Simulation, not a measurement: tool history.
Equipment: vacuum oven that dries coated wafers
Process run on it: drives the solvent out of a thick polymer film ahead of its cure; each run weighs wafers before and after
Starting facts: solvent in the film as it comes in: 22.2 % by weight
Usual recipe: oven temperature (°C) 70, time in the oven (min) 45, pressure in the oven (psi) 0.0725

run    hour  oven temperature (°C)  time in the oven (min)  pressure in the oven (psi)  solvent left in the film (%)
  1     0.0                     70                      45                      0.0725                          4.62
  2    63.4                     70                      45                      0.0725                          4.51
  3   161.9                     70                      45                      0.0725                          4.63
  4   259.9                     70                      45                      0.0725                          4.63
  5   333.5                     70                      45                      0.0725                          4.47
  6   438.0                     70                      45                      0.0725                          4.47
      508.5  -- oven's thermocouples calibrated
  7   539.7                     62                      45                      0.0725                          9.07
  8   632.7                     62                      45                      0.0396                          9.02
  9   704.9                     62                      45                      0.0396                          9.09
 10   750.8                     62                      45                      0.0396                          8.76
 11   852.1                     62                      45                      0.0396                          9.00
 12   949.8                     70                      45                      0.1443                          4.67
 13  1041.9                     70                      45                      0.1443                          4.58
 14  1101.7                     70                      45                      0.1443                          4.74
 15  1195.3                     70                      55                      0.0725                          3.53
 16  1296.2                     70                      23                      0.0725                          8.83
 17  1347.5                     70                      23                      0.0725                          8.87
 18  1451.1                     70                      23                      0.0725                          8.87
 19  1508.4                     70                      23                      0.0725                          9.05
 20  1613.8                     70                      23                      0.0725                          8.90
 21  1679.3                     70                      65                      0.0725                          2.60
 22  1747.3                     70                      65                      0.0450                          2.44
 23  1801.6                     70                      49                      0.0725                          4.12
 24  1886.0                     70                      49                      0.0725                          4.07
 25  1934.7                     66                      61                      0.0670                          4.78
 26  1987.5                     78                      45                      0.0725                          1.41
 27  2085.7                     81                      59                      0.1169                          0.39
     2153.6  -- vacuum gauge cleaned of residue and calibrated
 28  2191.7                     82                      57                      0.0367                          0.19
 29  2284.5                     70                      36                      0.0725                          6.03
 30  2329.4                     70                      36                      0.0725                          6.08
 31  2387.3                     70                      68                      0.0499                          2.29
 32  2436.1                     70                      68                      0.0499                          2.35
 33  2542.2                     70                      33                      0.0725                          6.54
 34  2647.0                     70                      45                      0.1028                          4.62
 35  2692.5                     66                      45                      0.0966                          6.60
 36  2756.5                     73                      59                      0.0632                          1.98
 37  2803.5                     75                      45                      0.0954                          2.40
 38  2876.3                     75                      45                      0.0954                          2.35
 39  2927.8                     78                      70                      0.0954                          0.42
 40  2996.3                     69                      25                      0.0954                          8.83
 41  3069.7                     62                      25                      0.0954                         11.99
 42  3113.0                     62                      25                      0.1881                         12.52
 43  3178.7                     81                      61                      0.1881                          0.49
 44  3274.7                     78                      27                      0.0725                          3.76
 45  3351.8                     78                      27                      0.0725                          3.82
 46  3419.2                     70                      45                      0.0725                          4.56

Branching from run 46: 3 alternative next runs. What would each branch give?
     3445.8  -- oven's thermocouples calibrated
  A  3480.3                     66                      51                      0.0444                             ?
     3445.8  -- oven's thermocouples calibrated
  B  3480.3                     82                      45                      0.0725                             ?
     3445.8  -- oven's thermocouples calibrated
  C  3480.3                     70                      45                      0.0966                             ?

run  solvent left in the film (%)
  A                          6.02
  B                          0.67
  C                          4.70
With the hidden condition removed and each run's random variation left untouched, the same runs would have given:
run  solvent left in the film (%)
  A                          6.01
  B                          0.66
  C                          4.68
